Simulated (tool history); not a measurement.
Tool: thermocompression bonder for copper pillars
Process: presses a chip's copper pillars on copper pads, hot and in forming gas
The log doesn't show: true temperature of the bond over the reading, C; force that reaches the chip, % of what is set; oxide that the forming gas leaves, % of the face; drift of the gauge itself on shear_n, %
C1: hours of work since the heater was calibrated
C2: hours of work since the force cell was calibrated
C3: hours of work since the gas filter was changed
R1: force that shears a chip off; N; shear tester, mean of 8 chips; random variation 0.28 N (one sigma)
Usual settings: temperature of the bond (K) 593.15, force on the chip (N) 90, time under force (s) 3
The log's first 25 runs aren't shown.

{"hour": 1618.5, "done": "heater calibrated with a thermocouple chip"}
{"run": 26, "hour": 1647.0, "temperature of the bond (K)": 619.15, "force on the chip (N)": 90, "time under force (s)": 3, "C1": 12, "C2": 120, "C3": 160, "R1": 74.3}
{"run": 27, "hour": 1698.8, "temperature of the bond (K)": 616.15, "force on the chip (N)": 88, "time under force (s)": 2, "C1": 34, "C2": 141, "C3": 182, "R1": 64.4}
{"run": 28, "hour": 1779.8, "temperature of the bond (K)": 616.15, "force on the chip (N)": 88, "time under force (s)": 2, "C1": 67, "C2": 175, "C3": 215, "R1": 64.1}
{"run": 29, "hour": 1824.3, "temperature of the bond (K)": 613.15, "force on the chip (N)": 91, "time under force (s)": 2, "C1": 86, "C2": 194, "C3": 234, "R1": 63.9}
{"hour": 1843.6, "done": "forming gas filter changed"}
{"run": 30, "hour": 1874.1, "temperature of the bond (K)": 589.15, "force on the chip (N)": 90, "time under force (s)": 3, "C1": 107, "C2": 215, "C3": 13, "R1": 61.5}
{"run": 31, "hour": 1937.2, "temperature of the bond (K)": 589.15, "force on the chip (N)": 90, "time under force (s)": 3, "C1": 133, "C2": 241, "C3": 39, "R1": 62}
{"run": 32, "hour": 2002.5, "temperature of the bond (K)": 618.15, "force on the chip (N)": 72, "time under force (s)": 7, "C1": 160, "C2": 268, "C3": 67, "R1": 81.7}
{"run": 33, "hour": 2101.6, "temperature of the bond (K)": 618.15, "force on the chip (N)": 72, "time under force (s)": 7, "C1": 202, "C2": 310, "C3": 108, "R1": 81.8}
{"run": 34, "hour": 2146.3, "temperature of the bond (K)": 601.15, "force on the chip (N)": 90, "time under force (s)": 3, "C1": 221, "C2": 328, "C3": 127, "R1": 67.5}
{"run": 35, "hour": 2230.7, "temperature of the bond (K)": 601.15, "force on the chip (N)": 90, "time under force (s)": 3, "C1": 256, "C2": 364, "C3": 162, "R1": 67.9}
{"run": 36, "hour": 2324.8, "temperature of the bond (K)": 601.15, "force on the chip (N)": 90, "time under force (s)": 3, "C1": 295, "C2": 403, "C3": 201, "R1": 67.3}
{"run": 37, "hour": 2417.4, "temperature of the bond (K)": 593.15, "force on the chip (N)": 56, "time under force (s)": 3, "C1": 334, "C2": 442, "C3": 240, "R1": 43.2}
{"hour": 2422.6, "done": "forming gas filter changed"}
{"run": 38, "hour": 2508.6, "temperature of the bond (K)": 593.15, "force on the chip (N)": 56, "time under force (s)": 3, "C1": 372, "C2": 480, "C3": 36, "R1": 45.5}

5 ways to go on from here, each from the tool as it stands after run 38. What would each give?
{"run": "A", "hour": 2589.1, "temperature of the bond (K)": 611.15, "force on the chip (N)": 75, "time under force (s)": 5, "C1": 406, "C2": 514, "C3": 70, "R1": "?"}
{"run": "B", "hour": 2589.1, "temperature of the bond (K)": 583.15, "force on the chip (N)": 56, "time under force (s)": 3, "C1": 406, "C2": 514, "C3": 70, "R1": "?"}
{"run": "C", "hour": 2589.1, "temperature of the bond (K)": 590.15, "force on the chip (N)": 90, "time under force (s)": 3, "C1": 406, "C2": 514, "C3": 70, "R1": "?"}
{"run": "D", "hour": 2589.1, "temperature of the bond (K)": 621.15, "force on the chip (N)": 61, "time under force (s)": 3, "C1": 406, "C2": 514, "C3": 70, "R1": "?"}
{"run": "E", "hour": 2589.1, "temperature of the bond (K)": 593.15, "force on the chip (N)": 101, "time under force (s)": 3, "C1": 406, "C2": 514, "C3": 70, "R1": "?"}

run=A R1=76.5
run=B R1=40.9
run=C R1=64.6
run=D R1=61.9
run=E R1=72.1
Without the tool's hidden state the same runs would have given:
run=A R1=72.6
run=B R1=37.3
run=C R1=60.3
run=D R1=58
run=E R1=67.8
